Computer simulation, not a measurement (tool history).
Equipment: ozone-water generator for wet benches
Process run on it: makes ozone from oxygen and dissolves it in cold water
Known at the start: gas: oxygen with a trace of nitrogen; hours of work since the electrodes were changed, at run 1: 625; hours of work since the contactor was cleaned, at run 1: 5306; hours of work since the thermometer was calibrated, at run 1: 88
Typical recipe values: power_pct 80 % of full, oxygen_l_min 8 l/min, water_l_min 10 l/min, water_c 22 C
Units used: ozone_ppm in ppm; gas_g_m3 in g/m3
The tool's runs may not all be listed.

run	hour	power_pct	oxygen_l_min	water_l_min	water_c	hours of work since the electrodes were changed	hours of work since the contactor was cleaned	hours of work since the thermometer was calibrated	ozone_ppm	gas_g_m3
1	0	80	8	10	22	625	5306	88	30.4	176.7
2	19.2	80	8	10	22	643	5324	106	30.5	177.5
3	43.6	80	8	10	15	667	5347	130	36	178.6
4	61.9	80	8	10	15	684	5364	147	35.8	179.1
5	90.9	80	8	10	15	711	5392	174	35.9	177.3
6	125.5	80	8	7	15	744	5425	207	42.2	179.1
7	149.9	80	8	9	22	768	5448	231	32.1	177.3
8	175.6	80	8	7	22	792	5473	255	35.4	176.9
9	202.8	80	8	7	22	818	5498	281	35	176.2
10	227.3	80	8	7	22	841	5522	304	35.1	177.2
# hour 230: water thermometer calibrated
11	245	80	8	7	22	857	5538	14	35.5	178
12	264.3	80	8	7	22	876	5556	33	34.9	178.2
13	287.4	80	8	7	22	898	5578	55	35	178.3
14	308.2	80	8	7	22	917	5598	74	35.2	177.7
15	340.4	80	8	7	22	948	5629	105	34.8	177.5
16	372.2	80	8	7	22	978	5659	135	35.1	175.6
# hour 381.6: water thermometer calibrated, once more
17	399.5	80	8	7	22	1004	5684	17	35.5	176.1
18	432	80	8	7	22	1035	5715	48	34.8	175
19	451.7	59	8	14	22	1053	5734	67	19.7	138.4
20	468.1	51	5.72	16	23	1069	5749	82	16.3	147
21	496.9	80	8	15	18	1096	5777	110	25.9	176.8
22	528.5	42	11.47	10	22	1126	5807	140	16.1	86.7
23	546.7	74	10.73	14	16	1144	5824	157	25.2	141.8
24	570.4	74	10.73	14	16	1166	5847	179	25.3	142.2
25	604.5	80	6.76	10	22	1199	5879	212	31.3	192.1
26	631.3	80	6.76	10	22	1224	5904	237	31.1	191.3

Forecast run 27:
27	652.2	80	5.63	15	18	1244	5924	257	?	?

Run 27 came out at ozone_ppm 27.2 ppm, gas_g_m3 211 g/m3.
On a tool with no hidden condition, and with the same random variation, this run would have come out at ozone_ppm 28.5 ppm, gas_g_m3 213.8 g/m3.

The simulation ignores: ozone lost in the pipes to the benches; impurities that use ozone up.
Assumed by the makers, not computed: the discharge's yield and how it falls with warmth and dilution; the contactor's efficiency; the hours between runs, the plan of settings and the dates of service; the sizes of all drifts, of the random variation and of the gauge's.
